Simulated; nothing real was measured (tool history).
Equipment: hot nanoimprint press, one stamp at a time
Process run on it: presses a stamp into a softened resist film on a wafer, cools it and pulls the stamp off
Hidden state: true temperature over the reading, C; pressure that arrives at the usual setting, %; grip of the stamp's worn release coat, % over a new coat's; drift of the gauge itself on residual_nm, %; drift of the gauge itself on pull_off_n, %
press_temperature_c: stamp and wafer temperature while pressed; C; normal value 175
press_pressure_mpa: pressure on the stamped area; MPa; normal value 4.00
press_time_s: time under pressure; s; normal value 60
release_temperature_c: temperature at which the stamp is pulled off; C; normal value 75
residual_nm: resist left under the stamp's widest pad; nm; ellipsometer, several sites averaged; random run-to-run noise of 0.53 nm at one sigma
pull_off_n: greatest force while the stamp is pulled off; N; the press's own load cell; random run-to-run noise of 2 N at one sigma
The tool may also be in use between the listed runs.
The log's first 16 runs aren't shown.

| run | day | press_temperature_c | press_pressure_mpa | press_time_s | release_temperature_c | hours of work since the thermocouple was calibrated | imprints on the stamp's release coat | hours of work since the press's seals were changed | residual_nm | pull_off_n |
|---|---|---|---|---|---|---|---|---|---|---|
| 17 | 29.217 | 178 | 2.83 | 87 | 80 | 111 | 581 | 248 | 162.2 | 214 |
| 18 | 30.250 | 165 | 3.48 | 87 | 80 | 129 | 715 | 267 | 258.1 | 212 |
| 19 | 31.879 | 175 | 2.94 | 60 | 62 | 159 | 925 | 297 | 203.4 | 310 |
|  | 32.817 | stamp cleaned and given a new release coat |
| 20 | 33.733 | 175 | 2.94 | 60 | 62 | 188 | 118 | 326 | 202.2 | 287 |
| 21 | 35.275 | 184 | 4.00 | 61 | 61 | 216 | 317 | 354 | 115.1 | 299 |
| 22 | 36.604 | 172 | 5.32 | 113 | 66 | 240 | 489 | 378 | 141.9 | 274 |
| 23 | 38.233 | 169 | 2.56 | 113 | 66 | 270 | 699 | 408 | 230.1 | 288 |
| 24 | 39.542 | 165 | 4.00 | 86 | 75 | 294 | 868 | 432 | 244.7 | 245 |
|  | 40.992 | stamp cleaned and given a new release coat |
| 25 | 41.750 | 165 | 4.00 | 86 | 75 | 329 | 98 | 467 | 242.6 | 225 |
| 26 | 43.642 | 178 | 2.70 | 101 | 82 | 364 | 342 | 502 | 155.2 | 192 |
| 27 | 45.692 | 178 | 2.70 | 101 | 82 | 401 | 607 | 539 | 153.3 | 201 |
|  | 46.021 | plate thermocouple calibrated |
| 28 | 47.296 | 176 | 3.30 | 60 | 62 | 23 | 798 | 566 | 183.9 | 307 |
|  | 49.212 | stamp cleaned and given a new release coat |
| 29 | 49.675 | 175 | 4.35 | 59 | 64 | 62 | 60 | 605 | 169.1 | 273 |
| 30 | 51.029 | 175 | 2.92 | 60 | 80 | 86 | 234 | 629 | 203.5 | 206 |

Consider 3 possible next runs. They are alternatives, not a sequence: every one starts from the tool as it was left by run 30. What does each give?
| A | 52.254 | 175 | 5.59 | 60 | 77 | 109 | 393 | 651 | ? | ? |
| B | 52.254 | 171 | 2.92 | 41 | 80 | 109 | 393 | 651 | ? | ? |
| C | 52.254 | 175 | 2.92 | 35 | 80 | 109 | 393 | 651 | ? | ? |

| run | residual_nm | pull_off_n |
|---|---|---|
| A | 148.4 | 217 |
| B | 258.2 | 205 |
| C | 235.1 | 206 |
Without the tool's unlogged condition, the same runs would have read:
| run | residual_nm | pull_off_n |
|---|---|---|
| A | 150.2 | 212 |
| B | 261.9 | 201 |
| C | 238.8 | 201 |
